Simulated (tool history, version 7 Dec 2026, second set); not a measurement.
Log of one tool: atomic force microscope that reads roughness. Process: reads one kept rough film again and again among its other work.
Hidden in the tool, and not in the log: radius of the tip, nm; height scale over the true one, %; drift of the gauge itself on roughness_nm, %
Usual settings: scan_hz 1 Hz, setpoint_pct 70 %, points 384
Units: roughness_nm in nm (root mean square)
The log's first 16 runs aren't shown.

| run | hour | scan_hz | setpoint_pct | points | pictures with this tip | hours of work since the height scale was calibrated | roughness_nm |
|---|---|---|---|---|---|---|---|
| 17 | 909.3 | 1 | 70 | 384 | 250 | 1881 | 2.841 |
|  | 955.3 | new tip fitted |
| 18 | 994.1 | 0.55 | 70 | 384 | 57 | 1945 | 2.893 |
| 19 | 1063.4 | 1.33 | 70 | 384 | 160 | 1998 | 2.821 |
| 20 | 1125.6 | 1 | 70 | 384 | 252 | 2046 | 2.853 |
|  | 1171.2 | new tip fitted |
| 21 | 1184.6 | 3.7 | 70 | 384 | 20 | 2091 | 2.61 |
| 22 | 1244.7 | 3.7 | 70 | 384 | 109 | 2137 | 2.617 |
| 23 | 1301.7 | 3.7 | 70 | 384 | 193 | 2181 | 2.619 |
| 24 | 1364.4 | 2.6 | 72 | 771 | 286 | 2229 | 2.687 |
|  | 1384.6 | new tip fitted |
| 25 | 1435.9 | 3.79 | 70 | 384 | 76 | 2283 | 2.619 |
| 26 | 1523.4 | 3.79 | 70 | 384 | 205 | 2350 | 2.597 |
| 27 | 1590.5 | 3.79 | 70 | 384 | 304 | 2402 | 2.59 |
|  | 1597.5 | new tip fitted |
| 28 | 1655.7 | 1.66 | 75 | 413 | 86 | 2451 | 2.752 |
| 29 | 1702.3 | 3.66 | 70 | 384 | 155 | 2487 | 2.616 |
| 30 | 1759.8 | 0.61 | 70 | 850 | 240 | 2531 | 2.907 |
|  | 1812.7 | new tip fitted |
| 31 | 1829.1 | 1.99 | 69 | 324 | 24 | 2584 | 2.769 |
|  | 1877.3 | height scale calibrated on a step standard |
| 32 | 1912.5 | 1.99 | 69 | 324 | 146 | 27 | 2.735 |
| 33 | 1958.1 | 1.99 | 69 | 324 | 214 | 62 | 2.739 |
| 34 | 2022.4 | 1.99 | 89 | 740 | 309 | 111 | 2.513 |
|  | 2030.9 | new tip fitted |
| 35 | 2079.4 | 1.99 | 89 | 740 | 71 | 155 | 2.499 |
| 36 | 2159.7 | 1.99 | 89 | 354 | 190 | 216 | 2.48 |
| 37 | 2216.1 | 2.99 | 78 | 767 | 273 | 259 | 2.55 |
|  | 2246 | new tip fitted |
| 38 | 2261.8 | 2.97 | 70 | 384 | 23 | 294 | 2.659 |
| 39 | 2315 | 3.79 | 70 | 256 | 102 | 335 | 2.569 |
| 40 | 2352.5 | 0.7 | 66 | 256 | 157 | 364 | 2.867 |

Forecast each of these 3 alternatives for the next run:
| A | 2401.3 | 1.83 | 78 | 448 | 229 | 401 | ? |
| B | 2401.3 | 0.64 | 81 | 256 | 229 | 401 | ? |
| C | 2401.3 | 0.96 | 69 | 256 | 229 | 401 | ? |

| run | roughness_nm |
|---|---|
| A | 2.697 |
| B | 2.797 |
| C | 2.815 |
Without the tool's hidden state the same runs would have given:
| run | roughness_nm |
|---|---|
| A | 2.707 |
| B | 2.808 |
| C | 2.825 |
